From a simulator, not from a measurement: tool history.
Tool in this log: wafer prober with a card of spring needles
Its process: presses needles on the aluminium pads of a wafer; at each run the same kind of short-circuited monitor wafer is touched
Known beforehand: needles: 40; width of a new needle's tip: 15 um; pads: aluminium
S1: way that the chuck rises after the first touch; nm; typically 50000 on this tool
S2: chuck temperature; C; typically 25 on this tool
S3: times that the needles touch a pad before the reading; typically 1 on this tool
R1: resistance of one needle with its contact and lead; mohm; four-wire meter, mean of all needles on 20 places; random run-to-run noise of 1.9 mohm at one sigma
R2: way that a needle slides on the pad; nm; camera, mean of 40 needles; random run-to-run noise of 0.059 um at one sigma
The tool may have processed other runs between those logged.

| run | day | S1 | S2 | S3 | R1 | R2 |
|---|---|---|---|---|---|---|
| 1 | 0 | 50000 | 25 | 1 | 195 | 11730 |
|  | 0.312 | tips cleaned on abrasive film |
|  | 1.092 | tips cleaned on abrasive film |
|  | 1.717 | tips cleaned on abrasive film |
|  | 2.492 | tips cleaned on abrasive film |
| 2 | 2.95 | 50000 | 33 | 1 | 200 | 11720 |
|  | 3.262 | tips cleaned on abrasive film |
|  | 4.042 | tips cleaned on abrasive film |
|  | 4.667 | tips cleaned on abrasive film |
|  | 5.442 | tips cleaned on abrasive film |
|  | 6.067 | tips cleaned on abrasive film |
|  | 6.846 | tips cleaned on abrasive film |
| 3 | 7.05 | 50000 | 25 | 2 | 200 | 11680 |
|  | 7.521 | tips cleaned on abrasive film |
|  | 8.142 | tips cleaned on abrasive film |
|  | 8.767 | tips cleaned on abrasive film |
|  | 9.542 | tips cleaned on abrasive film |
|  | 10.321 | tips cleaned on abrasive film |
|  | 10.946 | tips cleaned on abrasive film |
| 4 | 11.2 | 50000 | 25 | 2 | 196 | 11700 |
|  | 11.671 | tips cleaned on abrasive film |
|  | 12.446 | tips cleaned on abrasive film |
|  | 13.071 | tips cleaned on abrasive film |
|  | 13.696 | tips cleaned on abrasive film |
| 5 | 14.079 | 50000 | 25 | 1 | 202 | 11660 |
|  | 14.392 | tips cleaned on abrasive film |
|  | 15.017 | tips cleaned on abrasive film |
|  | 15.642 | tips cleaned on abrasive film |
|  | 16.417 | tips cleaned on abrasive film |
| 6 | 16.55 | 50000 | 65 | 1 | 209 | 11650 |
|  | 16.717 | height of the first contact set anew |
|  | 17.188 | tips cleaned on abrasive film |
|  | 17.967 | tips cleaned on abrasive film |
|  | 18.742 | tips cleaned on abrasive film |
| 7 | 19.354 | 50000 | 45 | 1 | 199 | 11560 |
|  | 19.512 | tips cleaned on abrasive film |
|  | 20.292 | tips cleaned on abrasive film |
|  | 20.917 | tips cleaned on abrasive film |
|  | 21.692 | tips cleaned on abrasive film |
| 8 | 21.733 | 50000 | 25 | 1 | 198 | 11620 |
|  | 22.354 | tips cleaned on abrasive film |
|  | 22.979 | tips cleaned on abrasive film |
|  | 23.6 | tips cleaned on abrasive film |
|  | 24.1 | card fitted with new needles |
|  | 24.879 | tips cleaned on abrasive film |
| 9 | 25.1 | 50000 | 25 | 2 | 195 | 11640 |
|  | 25.571 | tips cleaned on abrasive film |
|  | 26.346 | tips cleaned on abrasive film |
|  | 27.104 | tips cleaned on abrasive film |
| 10 | 27.104 | 50000 | 25 | 2 | 193 | 11630 |
|  | 27.883 | tips cleaned on abrasive film |
|  | 28.508 | tips cleaned on abrasive film |
|  | 29.129 | tips cleaned on abrasive film |
|  | 29.754 | tips cleaned on abrasive film |
|  | 30.529 | tips cleaned on abrasive film |
| 11 | 30.962 | 50000 | 25 | 1 | 200 | 11500 |
|  | 31.275 | tips cleaned on abrasive film |
|  | 32.054 | tips cleaned on abrasive film |
|  | 32.675 | tips cleaned on abrasive film |
|  | 33.454 | tips cleaned on abrasive film |
| 12 | 33.742 | 50000 | 25 | 1 | 199 | 11570 |
|  | 34.212 | tips cleaned on abrasive film |
|  | 34.988 | tips cleaned on abrasive film |
|  | 35.612 | tips cleaned on abrasive film |
|  | 36.392 | tips cleaned on abrasive film |
| 13 | 36.617 | 52000 | 64 | 2 | 206 | 12020 |
|  | 37.088 | tips cleaned on abrasive film |
|  | 37.867 | tips cleaned on abrasive film |
|  | 38.488 | tips cleaned on abrasive film |
|  | 39.112 | tips cleaned on abrasive film |
| 14 | 39.25 | 50000 | 125 | 3 | 221 | 11580 |
|  | 39.871 | tips cleaned on abrasive film |
|  | 40.496 | tips cleaned on abrasive film |
|  | 40.971 | height of the first contact set anew |
|  | 41.288 | tips cleaned on abrasive film |
| 15 | 41.375 | 47000 | 25 | 1 | 197 | 10920 |
|  | 41.996 | tips cleaned on abrasive film |
|  | 42.775 | tips cleaned on abrasive film |
|  | 43.396 | tips cleaned on abrasive film |
|  | 44.021 | tips cleaned on abrasive film |
|  | 44.8 | tips cleaned on abrasive film |
| 16 | 45.071 | 40000 | 71 | 2 | 212 | 9240 |
|  | 45.538 | tips cleaned on abrasive film |
|  | 46.162 | tips cleaned on abrasive film |
|  | 46.788 | tips cleaned on abrasive film |
|  | 47.45 | tips cleaned on abrasive film |
| 17 | 47.45 | 54000 | 25 | 2 | 195 | 12380 |
|  | 48.071 | tips cleaned on abrasive film |
|  | 48.85 | tips cleaned on abrasive film |
| 18 | 49.45 | 44000 | 29 | 2 | 200 | 9990 |
|  | 49.612 | tips cleaned on abrasive film |
|  | 50.388 | tips cleaned on abrasive film |
|  | 51.012 | tips cleaned on abrasive film |
|  | 51.704 | tips cleaned on abrasive film |
| 19 | 51.704 | 47000 | 29 | 1 | 200 | 10670 |
|  | 52.325 | tips cleaned on abrasive film |
|  | 53.104 | tips cleaned on abrasive film |
|  | 53.725 | tips cleaned on abrasive film |
|  | 54.504 | tips cleaned on abrasive film |
|  | 54.658 | gauge calibrated |
|  | 55.129 | tips cleaned on abrasive film |
| 20 | 55.679 | 64000 | 25 | 1 | 194 | 15000 |
|  | 55.838 | tips cleaned on abrasive film |
|  | 56.617 | tips cleaned on abrasive film |
|  | 57.392 | tips cleaned on abrasive film |
|  | 57.871 | height of the first contact set anew |
|  | 58.183 | tips cleaned on abrasive film |
| 21 | 58.796 | 64000 | 25 | 1 | 194 | 14970 |
|  | 58.954 | tips cleaned on abrasive film |
|  | 59.733 | tips cleaned on abrasive film |
|  | 60.358 | tips cleaned on abrasive film |
|  | 61.133 | tips cleaned on abrasive film |
|  | 61.758 | tips cleaned on abrasive film |
| 22 | 62.075 | 64000 | 25 | 1 | 197 | 15050 |
|  | 62.388 | tips cleaned on abrasive film |
|  | 63.012 | tips cleaned on abrasive film |
|  | 63.788 | tips cleaned on abrasive film |
|  | 64.567 | tips cleaned on abrasive film |
| 23 | 64.9 | 64000 | 25 | 1 | 193 | 14810 |
|  | 65.212 | tips cleaned on abrasive film |
|  | 65.992 | tips cleaned on abrasive film |
|  | 66.612 | tips cleaned on abrasive film |
|  | 67.238 | tips cleaned on abrasive film |
|  | 67.862 | tips cleaned on abrasive film |
|  | 68.638 | tips cleaned on abrasive film |
| 24 | 69.058 | 64000 | 25 | 1 | 195 | 14990 |

Alternative continuations, all from the tool just after run 24; predict every row:
|  | 69.375 | tips cleaned on abrasive film |
|  | 69.996 | tips cleaned on abrasive film |
|  | 70.621 | tips cleaned on abrasive film |
|  | 71.25 | tips cleaned on abrasive film |
| A | 71.25 | 46000 | 105 | 1 | ? | ? |
|  | 69.375 | tips cleaned on abrasive film |
|  | 69.996 | tips cleaned on abrasive film |
|  | 70.621 | tips cleaned on abrasive film |
|  | 71.25 | tips cleaned on abrasive film |
| B | 71.25 | 35000 | 25 | 1 | ? | ? |
|  | 69.375 | tips cleaned on abrasive film |
|  | 69.996 | tips cleaned on abrasive film |
|  | 70.621 | tips cleaned on abrasive film |
|  | 71.25 | tips cleaned on abrasive film |
| C | 71.25 | 64000 | 119 | 2 | ? | ? |

| run | R1 | R2 |
|---|---|---|
| A | 213 | 10670 |
| B | 200 | 8110 |
| C | 213 | 14900 |
Without the tool's unlogged condition, the same runs would have read:
| run | R1 | R2 |
|---|---|---|
| A | 213 | 10770 |
| B | 200 | 8180 |
| C | 213 | 15030 |
